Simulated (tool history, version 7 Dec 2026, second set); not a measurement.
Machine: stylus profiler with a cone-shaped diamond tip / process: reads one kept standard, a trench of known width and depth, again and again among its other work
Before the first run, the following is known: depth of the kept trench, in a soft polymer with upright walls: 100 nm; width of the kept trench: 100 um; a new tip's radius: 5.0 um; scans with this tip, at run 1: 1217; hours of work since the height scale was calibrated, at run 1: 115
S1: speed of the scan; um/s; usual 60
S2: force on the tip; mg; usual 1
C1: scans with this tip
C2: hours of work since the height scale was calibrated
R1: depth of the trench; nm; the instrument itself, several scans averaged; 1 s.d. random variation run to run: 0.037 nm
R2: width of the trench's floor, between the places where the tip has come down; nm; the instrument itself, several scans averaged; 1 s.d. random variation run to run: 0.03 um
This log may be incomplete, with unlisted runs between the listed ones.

run,hour,S1,S2,C1,C2,R1,R2
1,0,60,1,1217,115,100.82,97430
2,92.2,60,1,1609,152,100.89,97410
3,147.5,60,1,1844,174,100.84,97400
4,257.4,60,1,2311,218,100.82,97380
5,321.3,60,1,2582,244,100.78,97440
6,403.3,60,1,2931,276,100.81,97390
7,461.7,60,1,3179,300,100.84,97420
8,533.4,60,1,3484,329,100.88,97430
9,638.1,60,1.93,3929,371,101.32,97640
10,725,60,1,4298,405,100.85,97410
11,793.8,16,1,4591,433,100.8,97870
12,893,16,1,5013,473,100.75,97840
13,990.7,16,1,5428,512,100.84,97810
14,1086.1,60,1,5833,550,100.78,97410
15,1195.6,60,1,6299,594,100.85,97410
16,1297.9,60,1.62,6734,635,101.23,97530
17,1373.5,60,1.62,7055,665,101.19,97510
18,1466.4,218,1.01,7450,703,100.85,95940
19,1553.7,218,1.01,7821,738,100.76,95890
20,1663.8,16,0.41,8289,782,100.46,97770
21,1771.8,156,0.71,8748,825,100.6,96220
22,1880.1,29,0.39,9208,869,100.41,97540
23,1977.3,29,0.39,9622,908,100.41,97550
24,2034.5,147,2.09,9865,931,101.36,97000
25,2114.4,16,0.34,10205,963,100.42,97730
26,2189.3,194,0.39,10523,993,100.43,94950
# hour 2268.4: new tip fitted, height scale calibrated
27,2294,30,0.42,108,10,100.51,97570
28,2352.5,40,2.76,357,34,101.68,97820
29,2461.2,45,1.44,819,77,101.12,97670

Alternative continuations, all from the tool just after run 29; predict every row:
A,2527.4,51,1.17,1100,104,?,?
B,2527.4,158,1.44,1100,104,?,?
C,2527.4,45,0.77,1100,104,?,?
D,2527.4,60,1.41,1100,104,?,?

run,R1,R2
A,100.93,97510
B,100.99,96720
C,100.72,97480
D,101.07,97530
Take away the tool's hidden state, keep each run's random variation, and the runs would have read:
run,R1,R2
A,100.93,97520
B,100.99,96730
C,100.73,97490
D,101.07,97530
